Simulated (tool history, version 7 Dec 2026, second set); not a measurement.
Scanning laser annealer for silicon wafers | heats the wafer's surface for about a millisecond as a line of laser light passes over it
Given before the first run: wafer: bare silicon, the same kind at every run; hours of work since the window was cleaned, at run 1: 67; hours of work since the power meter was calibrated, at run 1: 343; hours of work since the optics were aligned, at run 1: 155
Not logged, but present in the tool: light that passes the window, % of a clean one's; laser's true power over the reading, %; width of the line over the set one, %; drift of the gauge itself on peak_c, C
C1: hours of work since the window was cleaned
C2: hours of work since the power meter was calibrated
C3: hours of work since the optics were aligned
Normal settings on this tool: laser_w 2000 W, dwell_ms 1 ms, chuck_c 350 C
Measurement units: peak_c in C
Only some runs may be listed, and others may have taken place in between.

Run 1, hour 0: usual settings; C1 67; C2 343; C3 155. Result: peak_c 1198 C.
Run 2, hour 17.1: usual settings; C1 79; C2 355; C3 167. Result: peak_c 1191 C.
Run 3, hour 45.2: usual settings; C1 100; C2 376; C3 188. Result: peak_c 1197 C.
Run 4, hour 75.3: usual settings; C1 122; C2 398; C3 210. Result: peak_c 1194 C.
Run 5, hour 105.3: usual settings; C1 144; C2 419; C3 232. Result: peak_c 1196 C.
Run 6, hour 121.4: usual settings; C1 155; C2 431; C3 243. Result: peak_c 1195 C.
Run 7, hour 148.9: usual settings but chuck_c 312 C; C1 175; C2 451; C3 263. Result: peak_c 1154 C.
Run 8, hour 165.9: usual settings but chuck_c 312 C; C1 188; C2 464; C3 276. Result: peak_c 1155 C.
Run 9, hour 179.6: usual settings but chuck_c 312 C; C1 198; C2 474; C3 286. Result: peak_c 1155 C.
Run 10, hour 201.1: usual settings but chuck_c 312 C; C1 213; C2 489; C3 302. Result: peak_c 1158 C.
Run 11, hour 228.6: usual settings but chuck_c 370 C; C1 233; C2 509; C3 322. Result: peak_c 1210 C.
Run 12, hour 259.3: usual settings but laser_w 1976 W; C1 256; C2 532; C3 344. Result: peak_c 1183 C.
Run 13, hour 288.5: usual settings but laser_w 1976 W; C1 277; C2 553; C3 365. Result: peak_c 1184 C.
Run 14, hour 319.3: usual settings but laser_w 1976 W; C1 300; C2 575; C3 388. Result: peak_c 1181 C.
Run 15, hour 340.8: usual settings but laser_w 1976 W, dwell_ms 1.01 ms; C1 315; C2 591; C3 403. Result: peak_c 1191 C.
Run 16, hour 368.9: usual settings but laser_w 1976 W, dwell_ms 1.01 ms; C1 336; C2 612; C3 424. Result: peak_c 1186 C.
Run 17, hour 382.7: usual settings; C1 346; C2 622; C3 434. Result: peak_c 1192 C.
Run 18, hour 415.1: usual settings; C1 369; C2 645; C3 458. Result: peak_c 1197 C.
Run 19, hour 439.4: usual settings; C1 387; C2 663; C3 475. Result: peak_c 1194 C.
Run 20, hour 464.2: usual settings; C1 405; C2 681; C3 493. Result: peak_c 1192 C.
Run 21, hour 490.7: usual settings; C1 424; C2 700; C3 513. Result: peak_c 1193 C.
Run 22, hour 506.2: usual settings but laser_w 1708 W; C1 436; C2 712; C3 524. Result: peak_c 1077 C.
Run 23, hour 524.6: usual settings but laser_w 1957 W; C1 449; C2 725; C3 537. Result: peak_c 1179 C.
Run 24, hour 553.1: usual settings but laser_w 1750 W; C1 470; C2 746; C3 558. Result: peak_c 1094 C.
Run 25, hour 571.1: usual settings but laser_w 1750 W; C1 483; C2 759; C3 571. Result: peak_c 1092 C.
Run 26, hour 596.3: usual settings but dwell_ms 0.75 ms; C1 501; C2 777; C3 590. Result: peak_c 1079 C.
Run 27, hour 615.5: usual settings but laser_w 2047 W, dwell_ms 0.93 ms, chuck_c 364 C; C1 515; C2 791; C3 604. Result: peak_c 1191 C.
Run 28, hour 633.4: usual settings but laser_w 1996 W, dwell_ms 0.71 ms; C1 528; C2 804; C3 617. Result: peak_c 1058 C.
Run 29, hour 657.2: usual settings but laser_w 1996 W, dwell_ms 0.71 ms; C1 546; C2 822; C3 634. Result: peak_c 1059 C.
Run 30, hour 676.9: usual settings but laser_w 1996 W, dwell_ms 0.71 ms; C1 560; C2 836; C3 648. Result: peak_c 1057 C.
Run 31, hour 700.1: usual settings but laser_w 1996 W, dwell_ms 0.71 ms; C1 577; C2 853; C3 665. Result: peak_c 1054 C.
Run 32, hour 714.9: usual settings but laser_w 1804 W, dwell_ms 0.99 ms, chuck_c 352 C; C1 588; C2 864; C3 676. Result: peak_c 1113 C.
Run 33, hour 747.2: usual settings but laser_w 2102 W, dwell_ms 0.99 ms, chuck_c 352 C; C1 611; C2 887; C3 700. Result: peak_c 1230 C.
Run 34, hour 777.7: usual settings but laser_w 1916 W, dwell_ms 0.71 ms, chuck_c 338 C; C1 634; C2 910; C3 722. Result: peak_c 1020 C.
Run 35, hour 806.8: usual settings but dwell_ms 0.87 ms, chuck_c 378 C; C1 655; C2 931; C3 743. Result: peak_c 1162 C.
Run 36, hour 820.4: usual settings but laser_w 2023 W, dwell_ms 0.83 ms; C1 665; C2 941; C3 753. Result: peak_c 1125 C.
Run 37, hour 844.4: usual settings but laser_w 2118 W, chuck_c 339 C; C1 682; C2 958; C3 771. Result: peak_c 1228 C.
Run 38, hour 873.2: usual settings but dwell_ms 0.75 ms, chuck_c 354 C; C1 703; C2 979; C3 792. Result: peak_c 1083 C.
Run 39, hour 893.9: usual settings but laser_w 1789 W, dwell_ms 0.86 ms, chuck_c 342 C; C1 718; C2 994; C3 807. Result: peak_c 1045 C.
At hour 918.9: window over the wafer cleaned.
Run 40, hour 918.9: usual settings but laser_w 2140 W, dwell_ms 0.86 ms, chuck_c 342 C; C1 0; C2 1011; C3 823. Result: peak_c 1174 C.

5 options for the next run, each taken on its own from the tool as it stands now. Forecast them:
Run A, hour 933.4: usual settings but laser_w 2199 W, dwell_ms 0.86 ms, chuck_c 322 C; C1 11; C2 1022; C3 834. Result: peak_c ?.
Run B, hour 933.4: usual settings but laser_w 2190 W, dwell_ms 1.13 ms, chuck_c 344 C; C1 11; C2 1022; C3 834. Result: peak_c ?.
Run C, hour 933.4: usual settings but laser_w 1859 W, dwell_ms 0.86 ms, chuck_c 358 C; C1 11; C2 1022; C3 834. Result: peak_c ?.
Run D, hour 933.4: usual settings but laser_w 2140 W, dwell_ms 0.74 ms, chuck_c 361 C; C1 11; C2 1022; C3 834. Result: peak_c ?.
Run E, hour 933.4: usual settings but laser_w 2110 W, dwell_ms 0.87 ms, chuck_c 342 C; C1 11; C2 1022; C3 834. Result: peak_c ?.

run  peak_c
  A    1175
  B    1323
  C    1086
  D    1132
  E    1170
With the hidden condition removed and each run's random variation left untouched, the same runs would have given:
run  peak_c
  A    1175
  B    1323
  C    1086
  D    1132
  E    1170

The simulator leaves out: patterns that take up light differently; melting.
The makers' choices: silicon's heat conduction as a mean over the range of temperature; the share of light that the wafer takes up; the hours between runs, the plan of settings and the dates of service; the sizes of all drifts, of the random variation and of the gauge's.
